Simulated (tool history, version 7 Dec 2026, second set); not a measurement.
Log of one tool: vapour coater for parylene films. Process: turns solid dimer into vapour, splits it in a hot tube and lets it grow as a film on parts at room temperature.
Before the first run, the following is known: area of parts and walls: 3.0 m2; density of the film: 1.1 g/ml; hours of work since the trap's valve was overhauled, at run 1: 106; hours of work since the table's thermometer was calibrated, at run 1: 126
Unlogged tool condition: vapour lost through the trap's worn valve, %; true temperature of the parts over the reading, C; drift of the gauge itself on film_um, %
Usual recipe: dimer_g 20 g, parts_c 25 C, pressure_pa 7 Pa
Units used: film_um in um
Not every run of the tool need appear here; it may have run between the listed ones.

| run | hour | dimer_g | parts_c | pressure_pa | hours of work since the trap's valve was overhauled | hours of work since the table's thermometer was calibrated | film_um |
|---|---|---|---|---|---|---|---|
| 1 | 0 | 20 | 25 | 7 | 106 | 126 | 3.16 |
| 2 | 13.4 | 20 | 25 | 7 | 114 | 134 | 3.21 |
| 3 | 28.8 | 20 | 25 | 7 | 123 | 144 | 3.16 |
| 4 | 40.4 | 20 | 25 | 7 | 130 | 151 | 3.15 |
| 5 | 49.2 | 22 | 25 | 7 | 136 | 156 | 3.43 |
| 6 | 56.6 | 20 | 25 | 7 | 140 | 160 | 3.2 |
| 7 | 63.7 | 20 | 25 | 7 | 144 | 165 | 3.1 |
| 8 | 75.2 | 24 | 25 | 7 | 151 | 172 | 3.86 |
| 9 | 89.3 | 26 | 29 | 7.8 | 160 | 180 | 3.72 |
| 10 | 99.7 | 26 | 29 | 7.8 | 166 | 187 | 3.71 |
| 11 | 110.4 | 33 | 30 | 3.84 | 173 | 193 | 4.94 |
| 12 | 125.8 | 33 | 30 | 3.84 | 182 | 202 | 4.89 |
| 13 | 138.7 | 23 | 20 | 7 | 190 | 210 | 3.84 |

Alternative continuations, all from the tool just after run 13; predict every row:
| A | 147.5 | 23 | 20 | 6.76 | 195 | 216 | ? |
| B | 147.5 | 20 | 18 | 7 | 195 | 216 | ? |
| C | 147.5 | 23 | 18 | 3.56 | 195 | 216 | ? |

| run | film_um |
|---|---|
| A | 3.84 |
| B | 3.52 |
| C | 4.24 |
With no hidden state in the tool, these same runs would have given:
| run | film_um |
|---|---|
| A | 4.14 |
| B | 3.79 |
| C | 4.56 |
